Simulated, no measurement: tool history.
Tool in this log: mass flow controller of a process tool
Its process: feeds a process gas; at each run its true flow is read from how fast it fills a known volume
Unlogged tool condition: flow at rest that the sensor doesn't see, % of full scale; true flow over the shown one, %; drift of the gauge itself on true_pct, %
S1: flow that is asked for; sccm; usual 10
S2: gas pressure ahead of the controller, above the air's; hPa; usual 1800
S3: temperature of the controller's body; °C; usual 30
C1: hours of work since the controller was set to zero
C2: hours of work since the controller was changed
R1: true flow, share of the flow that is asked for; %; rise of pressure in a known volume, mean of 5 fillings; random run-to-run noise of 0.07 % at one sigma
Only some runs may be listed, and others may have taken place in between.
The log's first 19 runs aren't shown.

run	hour	S1	S2	S3	C1	C2	R1
20	8079.3	10	1800	30	1163	9218	98.6
21	8432.3	10	1800	31	1443	9497	98.84
22	8886.1	5	1580	31	1802	9856	98.04
23	9241.8	10	1580	24	2083	10138	99.7
24	9568.3	17	1800	24	2341	10396	101.05
25	10064.8	17	1800	24	2734	10789	101.42
26	10574.3	17	2250	30	3137	11192	101.37
27	11095.5	10	1800	27	3550	11604	100.26
28	11407	5	1700	27	3796	11851	99.46
# hour 11610.4: controller exchanged for a calibrated one
29	11822.6	10	1940	33	168	168	100.19
30	12047.2	10	1940	33	346	346	100.35
31	12331.1	3	1940	34	570	570	98.85

Expected results for the next run?
32	12663.5	10	2330	30	833	833	?

R1: 101.16 %
Were there no unlogged condition in the tool, this run, its random variation unchanged, would have produced R1 98.09 %.
